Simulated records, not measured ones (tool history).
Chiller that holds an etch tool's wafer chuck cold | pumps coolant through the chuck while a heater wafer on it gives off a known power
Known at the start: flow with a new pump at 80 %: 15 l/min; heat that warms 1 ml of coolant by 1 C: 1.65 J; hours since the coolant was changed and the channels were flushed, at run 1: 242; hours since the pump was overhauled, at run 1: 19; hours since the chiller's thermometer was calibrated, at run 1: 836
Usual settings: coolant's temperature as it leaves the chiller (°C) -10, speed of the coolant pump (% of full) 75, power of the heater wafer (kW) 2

run,day,coolant's temperature as it leaves the chiller (°C),speed of the coolant pump (% of full),power of the heater wafer (kW),hours since the coolant was changed and the channels were flushed,hours since the pump was overhauled,hours since the chiller's thermometer was calibrated,chuck's temperature once it has settled (°C),how much warmer the coolant comes back (C)
1,0,-10,75,2,242,19,836,9,5.25
2,2.075,-10,66,2,291,69,885,11.9,6.01
3,4.046,-10,66,2,339,116,933,11.9,5.98
4,5.546,-10,66,2,375,152,969,11.7,6.04
5,6.962,-10,66,2,409,186,1003,11.8,5.95
6,9.233,-10,66,2,463,240,1057,11.9,6.04
7,10.729,-10,65,2,499,276,1093,12,6.09
8,12.108,-10,65,2,532,309,1126,12.2,6.06
9,13.829,-10,97,1.742,573,351,1168,3.5,3.45
10,15.488,-10,97,1.943,613,391,1207,5,3.75
11,17.379,0,63,1.02,659,436,1253,11.6,3.27
12,19.171,0,63,1.02,702,479,1296,11.6,3.28
13,20.55,0,63,1.02,735,512,1329,11.5,3.27

5 ways to go on from here, each from the tool as it stands after run 13. What would each give?
A,21.829,-15,61,1.064,765,543,1360,?,?
B,21.829,-10,62,2.708,765,543,1360,?,?
C,21.829,-14,93,1.158,765,543,1360,?,?
D,21.829,-13,72,2,765,543,1360,?,?
E,21.829,-18,87,1.845,765,543,1360,?,?

run,chuck's temperature once it has settled (°C),how much warmer the coolant comes back (C)
A,-2.4,3.55
B,21.7,8.77
C,-4.7,2.38
D,7.3,5.43
E,-2.1,4.06
Without the tool's hidden state the same runs would have given:
run,chuck's temperature once it has settled (°C),how much warmer the coolant comes back (C)
A,-2.7,3.53
B,20.9,8.73
C,-4.8,2.37
D,6.8,5.4
E,-2.4,4.04

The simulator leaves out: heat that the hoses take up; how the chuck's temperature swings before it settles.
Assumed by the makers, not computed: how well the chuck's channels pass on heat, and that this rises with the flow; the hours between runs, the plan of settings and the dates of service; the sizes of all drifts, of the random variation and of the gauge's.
